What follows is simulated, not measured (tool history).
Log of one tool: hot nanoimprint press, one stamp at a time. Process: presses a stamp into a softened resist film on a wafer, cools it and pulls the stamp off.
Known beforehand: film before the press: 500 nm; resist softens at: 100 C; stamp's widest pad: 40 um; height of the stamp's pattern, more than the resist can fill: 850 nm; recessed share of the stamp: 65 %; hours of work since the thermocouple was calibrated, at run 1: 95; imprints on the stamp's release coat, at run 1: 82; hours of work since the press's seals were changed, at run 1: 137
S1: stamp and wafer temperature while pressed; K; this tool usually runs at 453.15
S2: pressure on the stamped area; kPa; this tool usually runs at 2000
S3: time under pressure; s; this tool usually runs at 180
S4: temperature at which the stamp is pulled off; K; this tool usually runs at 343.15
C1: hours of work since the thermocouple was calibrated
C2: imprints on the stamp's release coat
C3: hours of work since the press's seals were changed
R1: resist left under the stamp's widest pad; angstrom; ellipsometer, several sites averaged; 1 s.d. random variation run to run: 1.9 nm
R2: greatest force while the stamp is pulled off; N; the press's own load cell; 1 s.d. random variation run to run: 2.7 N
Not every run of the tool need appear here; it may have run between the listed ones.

| run | hour | S1 | S2 | S3 | S4 | C1 | C2 | C3 | R1 | R2 |
|---|---|---|---|---|---|---|---|---|---|---|
| 1 | 0 | 453.15 | 2000 | 180 | 343.15 | 95 | 82 | 137 | 3021 | 128 |
| 2 | 67 | 453.15 | 2000 | 180 | 343.15 | 125 | 282 | 166 | 3061 | 142 |
| 3 | 117.7 | 453.15 | 2000 | 180 | 343.15 | 147 | 433 | 189 | 3093 | 145 |
| 4 | 168.9 | 453.15 | 2000 | 180 | 343.15 | 169 | 585 | 211 | 3044 | 152 |
| 5 | 210.7 | 453.15 | 2000 | 180 | 343.15 | 187 | 710 | 229 | 3108 | 161 |
| 6 | 253.3 | 453.15 | 2000 | 180 | 343.15 | 206 | 837 | 248 | 3115 | 176 |
| 7 | 307.2 | 453.15 | 1300 | 180 | 343.15 | 229 | 997 | 271 | 3641 | 176 |
| 8 | 349.8 | 453.15 | 1300 | 180 | 343.15 | 248 | 1124 | 290 | 3620 | 189 |
|  | 367.2 | stamp cleaned and given a new release coat |
| 9 | 419 | 453.15 | 1300 | 180 | 343.15 | 276 | 154 | 317 | 3649 | 132 |
| 10 | 462.8 | 453.15 | 1300 | 180 | 343.15 | 295 | 285 | 336 | 3648 | 134 |
| 11 | 517.3 | 453.15 | 1300 | 180 | 343.15 | 318 | 447 | 360 | 3646 | 146 |
|  | 573.6 | plate thermocouple calibrated |
| 12 | 586.7 | 453.15 | 2000 | 180 | 343.15 | 6 | 645 | 389 | 3007 | 162 |
| 13 | 627.9 | 453.15 | 2000 | 148 | 343.15 | 24 | 768 | 407 | 3225 | 161 |
| 14 | 698.6 | 453.15 | 2000 | 148 | 343.15 | 55 | 979 | 438 | 3196 | 178 |
| 15 | 737 | 460.15 | 2000 | 180 | 343.15 | 71 | 1093 | 455 | 2423 | 179 |
|  | 760.1 | stamp cleaned and given a new release coat |
| 16 | 802.6 | 460.15 | 2000 | 176 | 345.15 | 97 | 127 | 481 | 2484 | 125 |
| 17 | 855.1 | 453.15 | 1350 | 234 | 337.15 | 120 | 283 | 504 | 3287 | 152 |
| 18 | 886.8 | 453.15 | 1360 | 180 | 344.15 | 134 | 377 | 517 | 3511 | 137 |
| 19 | 936.7 | 453.15 | 3150 | 156 | 349.15 | 156 | 526 | 539 | 2643 | 133 |
| 20 | 1007.3 | 449.15 | 2050 | 108 | 339.15 | 187 | 737 | 570 | 3882 | 171 |
| 21 | 1073.6 | 449.15 | 2050 | 159 | 331.15 | 215 | 934 | 599 | 3588 | 211 |
| 22 | 1118.1 | 445.15 | 2050 | 159 | 332.15 | 235 | 1066 | 618 | 3914 | 214 |
|  | 1154 | stamp cleaned and given a new release coat |
| 23 | 1180.1 | 445.15 | 1910 | 159 | 331.15 | 259 | 77 | 643 | 3966 | 149 |
| 24 | 1219.4 | 445.15 | 1910 | 159 | 331.15 | 276 | 195 | 660 | 4012 | 161 |
| 25 | 1255.9 | 448.15 | 2000 | 117 | 343.15 | 292 | 303 | 676 | 3993 | 141 |
| 26 | 1298.8 | 443.15 | 1500 | 180 | 343.15 | 311 | 431 | 695 | 4311 | 148 |
| 27 | 1358 | 443.15 | 1500 | 180 | 343.15 | 337 | 607 | 720 | 4264 | 160 |
|  | 1370.7 | plate thermocouple calibrated |
| 28 | 1406.9 | 453.15 | 2440 | 228 | 349.15 | 16 | 744 | 740 | 2649 | 151 |
| 29 | 1453.7 | 453.15 | 2440 | 228 | 349.15 | 36 | 884 | 761 | 2667 | 155 |

Hidden condition of the tool, last listed run before each entry between runs versus first listed run after:
In the gap between runs 8 and 9: stamp cleaned and given a new release coat (hour 367.2)
  true temperature over the reading, C: -1.03 -> -1.14; pressure that arrives at the usual setting, %: 97.71 -> 97.49; grip of the stamp's worn release coat, % over a new coat's: 49.5 -> 6.3
  the result without the hidden state subtracted from the measured one, R1: +106 -> +117 angstrom; R2: +64 -> +10 N
In the gap between runs 11 and 12: plate thermocouple calibrated (hour 573.6)
  true temperature over the reading, C: -1.3 -> 0.14; pressure that arrives at the usual setting, %: 97.15 -> 96.93; grip of the stamp's worn release coat, % over a new coat's: 18.6 -> 27.3
  the result without the hidden state subtracted from the measured one, R1: +133 -> +26 angstrom; R2: +25 -> +34 N
In the gap between runs 15 and 16: stamp cleaned and given a new release coat (hour 760.1)
  true temperature over the reading, C: -0.11 -> -0.21; pressure that arrives at the usual setting, %: 96.46 -> 96.27; grip of the stamp's worn release coat, % over a new coat's: 48 -> 5.2
  the result without the hidden state subtracted from the measured one, R1: +51 -> +63 angstrom; R2: +58 -> +6 N
In the gap between runs 22 and 23: stamp cleaned and given a new release coat (hour 1154)
  true temperature over the reading, C: -0.74 -> -0.83; pressure that arrives at the usual setting, %: 95.21 -> 95.04; grip of the stamp's worn release coat, % over a new coat's: 46.8 -> 3.1
  the result without the hidden state subtracted from the measured one, R1: +117 -> +118 angstrom; R2: +69 -> +6 N
In the gap between runs 27 and 28: plate thermocouple calibrated (hour 1370.7)
  true temperature over the reading, C: -1.13 -> -0.26; pressure that arrives at the usual setting, %: 94.45 -> 94.29; grip of the stamp's worn release coat, % over a new coat's: 25.6 -> 31.8
  the result without the hidden state subtracted from the measured one, R1: +112 -> +111 angstrom; R2: +34 -> +37 N
